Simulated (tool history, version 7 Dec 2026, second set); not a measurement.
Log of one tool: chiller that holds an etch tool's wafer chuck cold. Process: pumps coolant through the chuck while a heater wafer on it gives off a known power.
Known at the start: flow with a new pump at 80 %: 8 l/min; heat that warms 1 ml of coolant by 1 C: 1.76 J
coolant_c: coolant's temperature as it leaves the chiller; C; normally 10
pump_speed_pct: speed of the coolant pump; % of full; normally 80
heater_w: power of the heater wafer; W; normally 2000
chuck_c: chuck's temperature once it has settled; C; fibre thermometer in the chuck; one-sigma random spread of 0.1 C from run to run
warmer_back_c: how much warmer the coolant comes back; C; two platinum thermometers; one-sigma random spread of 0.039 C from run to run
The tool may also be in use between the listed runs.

run,day,coolant_c,pump_speed_pct,heater_w,chuck_c,warmer_back_c
1,0,10,80,2000,26.6,8.87
2,3.088,10,80,2000,26.7,8.81
3,6.846,10,80,2000,26.8,8.82
4,9.967,10,80,2000,26.5,8.82
5,12.692,10,80,2000,26.6,8.92
6,14.467,10,80,2000,26.6,8.83
7,16.592,15,80,2000,31.6,8.88
8,20.425,15,80,2000,31.5,8.89
9,23.762,15,80,2000,31.6,8.8
10,27.812,15,80,2000,31.7,8.88
11,30.921,15,80,2000,31.9,8.92
12,34.433,15,63,2000,35.3,11.34
13,37.879,10,80,2064,27.5,9.18
14,39.821,10,63,2000,30.1,11.44
15,41.675,10,80,2000,26.8,8.95
16,45.233,10,80,2000,26.9,8.87
17,46.925,11,91,2000,26.4,7.89
18,49.142,10,80,1356,21.6,6.03
19,51.354,10,81,2501,31,11.04
20,54.783,10,83,2000,26.6,8.63
21,58.371,10,83,2000,26.5,8.65
22,60.8,10,83,2000,26.7,8.64
23,64.15,10,83,2000,26.5,8.64
24,66.35,17,83,2404,37.2,10.36
25,68.379,7,71,2000,25.7,10.12
26,71.679,10,90,2070,26.3,8.18
27,75.029,10,90,2070,26.3,8.27
28,79.125,10,75,2070,28.7,9.91
29,80.917,3,76,1415,15.7,6.71
30,83.058,20,81,2000,37.4,8.95
31,85.121,13,76,1473,26.3,7.02

A few steps of chuck_c between consecutive runs. Split each: what settings, incoming material and random variation would produce without the hidden state, and what is left over for the hidden state, along with gauge scatter present in only one of the two compared results (measured, and without hidden state):
The hidden state here: heat passed by the chuck's channels, % of clean ones'; flow at a given pump speed, % of a new pump's; coolant's true temperature over the reading, C; drift of the gauge itself on chuck_c, C; drift of the gauge itself on warmer_back_c, C.
Run 18 -> 19: pump_speed_pct 80 -> 81, heater_w 1356 -> 2501. chuck_c +9.4 C: hidden state +0.6, all else +8.8.
Run 24 -> 25: coolant_c 17 -> 7, pump_speed_pct 83 -> 71, heater_w 2404 -> 2000. chuck_c -11.5 C: hidden state -0.1, all else -11.4.
Run 28 -> 29: coolant_c 10 -> 3, pump_speed_pct 75 -> 76, heater_w 2070 -> 1415. chuck_c -13 C: hidden state -0.5, all else -12.5.
Run 29 -> 30: coolant_c 3 -> 20, pump_speed_pct 76 -> 81, heater_w 1415 -> 2000. chuck_c +21.7 C: hidden state +0.4, all else +21.3.
